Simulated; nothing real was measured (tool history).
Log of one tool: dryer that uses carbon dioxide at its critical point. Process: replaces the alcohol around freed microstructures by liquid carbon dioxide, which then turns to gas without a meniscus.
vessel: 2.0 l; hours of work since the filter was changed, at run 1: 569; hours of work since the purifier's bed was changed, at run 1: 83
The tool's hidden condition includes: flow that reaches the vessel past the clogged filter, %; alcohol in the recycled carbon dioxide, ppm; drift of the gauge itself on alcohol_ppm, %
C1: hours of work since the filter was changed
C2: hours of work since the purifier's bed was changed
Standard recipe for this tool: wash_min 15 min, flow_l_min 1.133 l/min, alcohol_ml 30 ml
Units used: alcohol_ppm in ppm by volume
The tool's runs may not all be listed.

Run 1, hour 0.0: usual settings; C1 569; C2 83. Result: alcohol_ppm 92 ppm by volume.
Run 2, hour 9.0: usual settings but alcohol_ml 83 ml; C1 572; C2 86. Result: alcohol_ppm 218 ppm by volume.
Run 3, hour 15.9: usual settings but wash_min 11 min; C1 574; C2 89. Result: alcohol_ppm 312 ppm by volume.
Run 4, hour 23.8: usual settings but alcohol_ml 26 ml; C1 577; C2 91. Result: alcohol_ppm 92 ppm by volume.
Run 5, hour 33.4: usual settings but alcohol_ml 26 ml; C1 580; C2 95. Result: alcohol_ppm 96 ppm by volume.
Run 6, hour 38.5: usual settings but alcohol_ml 26 ml; C1 582; C2 96. Result: alcohol_ppm 96 ppm by volume.
Run 7, hour 46.5: usual settings but flow_l_min 1.530 l/min; C1 585; C2 99. Result: alcohol_ppm 45 ppm by volume.
Run 8, hour 56.6: usual settings but alcohol_ml 26 ml; C1 588; C2 102. Result: alcohol_ppm 93 ppm by volume.
Run 9, hour 63.7: usual settings; C1 591; C2 105. Result: alcohol_ppm 99 ppm by volume.
Run 10, hour 69.9: usual settings but flow_l_min 1.850 l/min; C1 593; C2 107. Result: alcohol_ppm 26 ppm by volume.
At hour 76.9: inlet filter changed.
Run 11, hour 81.8: usual settings but flow_l_min 1.850 l/min; C1 2; C2 111. Result: alcohol_ppm 36 ppm by volume.
Run 12, hour 87.0: usual settings but flow_l_min 1.340 l/min; C1 3; C2 112. Result: alcohol_ppm 44 ppm by volume.
Run 13, hour 97.5: usual settings but wash_min 10 min, flow_l_min 0.910 l/min, alcohol_ml 57 ml; C1 7; C2 116. Result: alcohol_ppm 898 ppm by volume.
Run 14, hour 103.0: usual settings but wash_min 10 min, flow_l_min 0.910 l/min, alcohol_ml 57 ml; C1 9; C2 118. Result: alcohol_ppm 902 ppm by volume.
Run 15, hour 113.8: usual settings but wash_min 10 min, flow_l_min 0.910 l/min, alcohol_ml 57 ml; C1 13; C2 122. Result: alcohol_ppm 891 ppm by volume.
Run 16, hour 121.6: usual settings but wash_min 16 min, alcohol_ml 43 ml; C1 15; C2 124. Result: alcohol_ppm 67 ppm by volume.
Run 17, hour 127.2: usual settings but flow_l_min 0.910 l/min, alcohol_ml 40 ml; C1 17; C2 126. Result: alcohol_ppm 137 ppm by volume.
Run 18, hour 137.4: usual settings but wash_min 14 min, flow_l_min 0.740 l/min, alcohol_ml 24 ml; C1 21; C2 130. Result: alcohol_ppm 263 ppm by volume.
Run 19, hour 142.6: usual settings but wash_min 14 min, flow_l_min 0.740 l/min, alcohol_ml 24 ml; C1 22; C2 131. Result: alcohol_ppm 253 ppm by volume.
Run 20, hour 150.3: usual settings but wash_min 10 min; C1 25; C2 134. Result: alcohol_ppm 245 ppm by volume.
Run 21, hour 154.8: usual settings but wash_min 10 min, flow_l_min 0.890 l/min; C1 27; C2 136. Result: alcohol_ppm 526 ppm by volume.

Each row is a separate what-if for the run after 21, all from the same tool condition, not one after another. Results?
Run A, hour 164.6: usual settings but wash_min 10 min, flow_l_min 0.890 l/min, alcohol_ml 65 ml; C1 30; C2 139. Result: alcohol_ppm ?.
Run B, hour 164.6: usual settings but wash_min 19 min, flow_l_min 1.250 l/min; C1 30; C2 139. Result: alcohol_ppm ?.
Run C, hour 164.6: usual settings but wash_min 10 min; C1 30; C2 139. Result: alcohol_ppm ?.

run  alcohol_ppm
  A         1115
  B           47
  C          249
Had the tool no hidden state, the same runs would have come out as:
run  alcohol_ppm
  A         1034
  B            8
  C          201

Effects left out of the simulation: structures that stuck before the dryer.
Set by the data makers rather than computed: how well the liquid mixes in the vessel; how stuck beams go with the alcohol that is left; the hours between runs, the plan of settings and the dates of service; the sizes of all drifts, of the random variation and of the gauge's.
